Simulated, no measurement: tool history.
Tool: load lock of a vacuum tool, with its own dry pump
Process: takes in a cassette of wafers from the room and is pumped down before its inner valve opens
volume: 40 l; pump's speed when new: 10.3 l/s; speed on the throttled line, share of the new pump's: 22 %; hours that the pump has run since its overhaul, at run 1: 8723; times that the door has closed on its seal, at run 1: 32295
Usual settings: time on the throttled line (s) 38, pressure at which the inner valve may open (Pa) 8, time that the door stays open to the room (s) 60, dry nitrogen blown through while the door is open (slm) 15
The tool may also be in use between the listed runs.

| run | hour | time on the throttled line (s) | pressure at which the inner valve may open (Pa) | time that the door stays open to the room (s) | dry nitrogen blown through while the door is open (slm) | hours that the pump has run since its overhaul | times that the door has closed on its seal | incoming humidity of the room's air, % | time from the closed door until the inner valve may open (s) | rise of the pressure with all valves shut (Pa/min) |
|---|---|---|---|---|---|---|---|---|---|---|
| 1 | 0 | 38 | 8 | 60 | 15 | 8723 | 32295 | 46.1 | 66.6 | 0.024 |
|  | 620 | door's seal changed, seat wiped |
| 2 | 620 | 38 | 8 | 60 | 15 | 9342 | 0 | 44.1 | 66.5 | 0.017 |
| 3 | 936.3 | 22 | 8 | 60 | 15 | 9658 | 1524 | 43.2 | 54.2 | 0.019 |
| 4 | 1554.8 | 22 | 8 | 60 | 15 | 10277 | 4503 | 44.5 | 54.2 | 0.026 |
| 5 | 2055.4 | 22 | 8 | 60 | 15 | 10777 | 6914 | 47 | 53.8 | 0.025 |
| 6 | 2538 | 22 | 8 | 60 | 15 | 11260 | 9238 | 46.7 | 53.8 | 0.025 |
| 7 | 2944.8 | 22 | 8 | 60 | 15 | 11667 | 11198 | 47.1 | 54 | 0.025 |
| 8 | 3532.9 | 38 | 7 | 60 | 15 | 12255 | 14030 | 46.2 | 66.9 | 0.024 |
|  | 3617.6 | dry pump taken out, an overhauled one fitted |
| 9 | 4075.6 | 38 | 8 | 60 | 11 | 458 | 16615 | 43.6 | 66.7 | 0.026 |
| 10 | 4750.3 | 38 | 8 | 60 | 11 | 1133 | 19865 | 43 | 66.4 | 0.021 |
| 11 | 5101.3 | 38 | 8 | 60 | 11 | 1484 | 21555 | 39.5 | 66.3 | 0.025 |
| 12 | 5780.6 | 38 | 8 | 60 | 11 | 2163 | 24827 | 45.1 | 66.4 | 0.021 |
| 13 | 6133.5 | 38 | 8 | 60 | 20 | 2516 | 26527 | 46.1 | 65.5 | 0.02 |
| 14 | 6632.7 | 38 | 8 | 26 | 20 | 3015 | 28931 | 43.7 | 66.6 | 0.015 |
| 15 | 7137.3 | 38 | 8 | 26 | 20 | 3520 | 31361 | 44.7 | 66.5 | 0.017 |
| 16 | 7757 | 38 | 8 | 26 | 20 | 4139 | 34346 | 41.5 | 66.7 | 0.016 |
|  | 7969.3 | door's seal changed, seat wiped |
| 17 | 8441.2 | 38 | 8 | 60 | 15 | 4822 | 2273 | 46.2 | 66.5 | 0.019 |
| 18 | 8728.5 | 38 | 8 | 60 | 15 | 5109 | 3657 | 41.6 | 65.9 | 0.017 |
| 19 | 9246 | 38 | 8 | 60 | 15 | 5627 | 6149 | 48.5 | 66.9 | 0.023 |
| 20 | 9870.9 | 38 | 7 | 38 | 7 | 6252 | 9159 | 44.9 | 67.3 | 0.028 |
| 21 | 10451.6 | 32 | 12 | 178 | 26 | 6833 | 11956 | 47.8 | 60.1 | 0.028 |
| 22 | 11140.7 | 32 | 10 | 178 | 26 | 7522 | 15275 | 44.5 | 60.8 | 0.028 |
| 23 | 11502.3 | 32 | 10 | 178 | 26 | 7883 | 17017 | 42.5 | 60.7 | 0.029 |
| 24 | 12172.1 | 38 | 8 | 38 | 30 | 8553 | 20242 | 47.3 | 66.5 | 0.012 |
| 25 | 12717.6 | 38 | 8 | 60 | 9 | 9098 | 22870 | 45.3 | 66.9 | 0.026 |
| 26 | 13036 | 38 | 8 | 60 | 9 | 9417 | 24403 | 45.3 | 65.9 | 0.028 |
| 27 | 13488.7 | 38 | 8 | 84 | 29 | 9870 | 26584 | 45.9 | 66.6 | 0.024 |
| 28 | 13934.9 | 19 | 8 | 60 | 30 | 10316 | 28733 | 45.6 | 52 | 0.015 |
| 29 | 14480.1 | 42 | 14 | 27 | 6 | 10861 | 31359 | 45.4 | 67.3 | 0.018 |
| 30 | 14792.9 | 19 | 8 | 60 | 15 | 11174 | 32865 | 45.2 | 51.5 | 0.025 |
| 31 | 15187 | 19 | 8 | 60 | 15 | 11568 | 34764 | 45.8 | 51.7 | 0.025 |
|  | 15333.7 | door's seal changed, seat wiped |
| 32 | 15752.8 | 21 | 8 | 67 | 5 | 12132 | 2018 | 43.3 | 53.1 | 0.032 |
|  | 15957.5 | dry pump taken out, an overhauled one fitted |
| 33 | 16408.1 | 38 | 8 | 38 | 11 | 451 | 5146 | 43.9 | 66.9 | 0.023 |
| 34 | 16734.6 | 38 | 8 | 38 | 11 | 777 | 6718 | 43.9 | 66.3 | 0.024 |
| 35 | 17418.8 | 38 | 10 | 60 | 15 | 1461 | 10014 | 44.5 | 65.6 | 0.019 |
| 36 | 17756.5 | 27 | 10 | 59 | 35 | 1799 | 11640 | 44 | 57 | 0.016 |

4 ways to go on from here, each from the tool as it stands after run 36. What would each give?
| A | 18177.3 | 68 | 10 | 59 | 35 | 2220 | 13667 | 44.3 | ? | ? |
| B | 18177.3 | 27 | 10 | 59 | 10 | 2220 | 13667 | 45.4 | ? | ? |
| C | 18177.3 | 27 | 7 | 178 | 15 | 2220 | 13667 | 42.5 | ? | ? |
| D | 18177.3 | 26 | 10 | 59 | 35 | 2220 | 13667 | 46.6 | ? | ? |

| run | time from the closed door until the inner valve may open (s) | rise of the pressure with all valves shut (Pa/min) |
|---|---|---|
| A | 89.3 | 0.012 |
| B | 57.2 | 0.029 |
| C | 58.1 | 0.029 |
| D | 56.1 | 0.018 |
Without the tool's hidden state the same runs would have given:
| run | time from the closed door until the inner valve may open (s) | rise of the pressure with all valves shut (Pa/min) |
|---|---|---|
| A | 89.3 | 0.012 |
| B | 57.2 | 0.028 |
| C | 58.1 | 0.029 |
| D | 56.1 | 0.017 |
